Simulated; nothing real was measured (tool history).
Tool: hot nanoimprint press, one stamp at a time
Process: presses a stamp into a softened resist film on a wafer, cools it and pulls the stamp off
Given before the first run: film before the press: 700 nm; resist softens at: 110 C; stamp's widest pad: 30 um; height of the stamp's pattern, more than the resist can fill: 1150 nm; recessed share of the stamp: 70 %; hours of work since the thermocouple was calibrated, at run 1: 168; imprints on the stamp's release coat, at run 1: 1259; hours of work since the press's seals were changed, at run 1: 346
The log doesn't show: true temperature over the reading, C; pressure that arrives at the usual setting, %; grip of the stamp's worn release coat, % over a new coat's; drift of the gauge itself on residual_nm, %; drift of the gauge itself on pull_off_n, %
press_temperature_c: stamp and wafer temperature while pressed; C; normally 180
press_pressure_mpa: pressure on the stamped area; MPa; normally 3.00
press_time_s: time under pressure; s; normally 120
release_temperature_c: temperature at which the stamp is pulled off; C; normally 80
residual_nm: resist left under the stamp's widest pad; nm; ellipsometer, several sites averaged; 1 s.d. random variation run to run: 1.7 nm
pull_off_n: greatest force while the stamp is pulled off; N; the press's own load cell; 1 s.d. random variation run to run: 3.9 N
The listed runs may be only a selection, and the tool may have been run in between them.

run	day	press_temperature_c	press_pressure_mpa	press_time_s	release_temperature_c	hours of work since the thermocouple was calibrated	imprints on the stamp's release coat	hours of work since the press's seals were changed	residual_nm	pull_off_n
1	0.000	180	3.00	120	80	168	1259	346	273.5	190
2	1.500	180	3.00	120	80	190	1424	368	278.0	187
3	2.354	180	3.00	120	80	202	1518	380	276.5	184
4	4.108	180	3.00	120	80	228	1711	406	277.1	186
# day 4.833: stamp cleaned and given a new release coat
5	6.008	180	3.00	120	80	252	129	430	275.1	188
6	7.221	180	3.00	120	80	270	262	448	276.7	183
7	8.842	180	3.00	120	80	294	441	472	274.3	188
8	10.612	180	3.00	120	80	319	635	498	276.3	184
# day 12.288: plate thermocouple calibrated
9	12.350	180	3.00	98	80	1	813	521	297.6	188
10	13.592	180	3.00	98	80	19	949	539	299.1	186
11	15.092	180	3.00	98	80	41	1114	561	295.0	189
12	17.000	180	3.00	98	80	69	1325	589	298.9	188
13	18.842	174	3.00	120	80	96	1527	616	371.8	185
14	19.896	174	3.00	120	80	111	1643	632	370.7	184
15	20.779	174	3.00	120	80	124	1740	645	371.8	187
# day 21.371: stamp cleaned and given a new release coat
16	22.779	169	2.53	84	82	150	154	670	532.3	177
17	24.638	169	2.53	84	82	177	359	697	537.4	182
18	25.962	170	1.97	84	87	197	505	717	544.9	160
19	27.412	187	1.97	84	84	218	664	738	273.1	171
20	28.550	187	1.97	84	84	234	790	755	272.7	170
21	29.604	187	1.97	84	84	250	905	770	272.0	176
22	30.625	191	1.97	84	85	265	1018	785	226.0	174
23	32.017	184	1.97	192	85	285	1171	805	221.4	171
24	33.950	176	3.00	120	80	314	1384	834	337.9	184
25	34.883	180	3.40	93	82	327	1486	847	291.5	182
# day 35.912: plate thermocouple calibrated
# day 37.017: press's hydraulic seals changed and the load cell set to zero
26	37.088	180	3.40	93	82	12	1678	1	290.4	187
# day 38.158: stamp cleaned and given a new release coat
27	38.575	180	3.40	93	82	30	45	19	287.8	173
28	39.562	172	3.00	120	80	45	154	34	407.1	189
29	40.446	180	2.87	120	80	58	251	47	279.3	186

3 options for the next run, each taken on its own from the tool as it stands now. Forecast them:
A	41.912	177	4.21	120	80	79	413	68	?	?
B	41.912	180	3.57	206	74	79	413	68	?	?
C	41.912	180	4.19	120	80	79	413	68	?	?

run	residual_nm	pull_off_n
A	278.1	185
B	201.9	210
C	238.0	192
Had the tool no hidden state, the same runs would have come out as:
run	residual_nm	pull_off_n
A	277.9	185
B	201.8	209
C	237.9	192
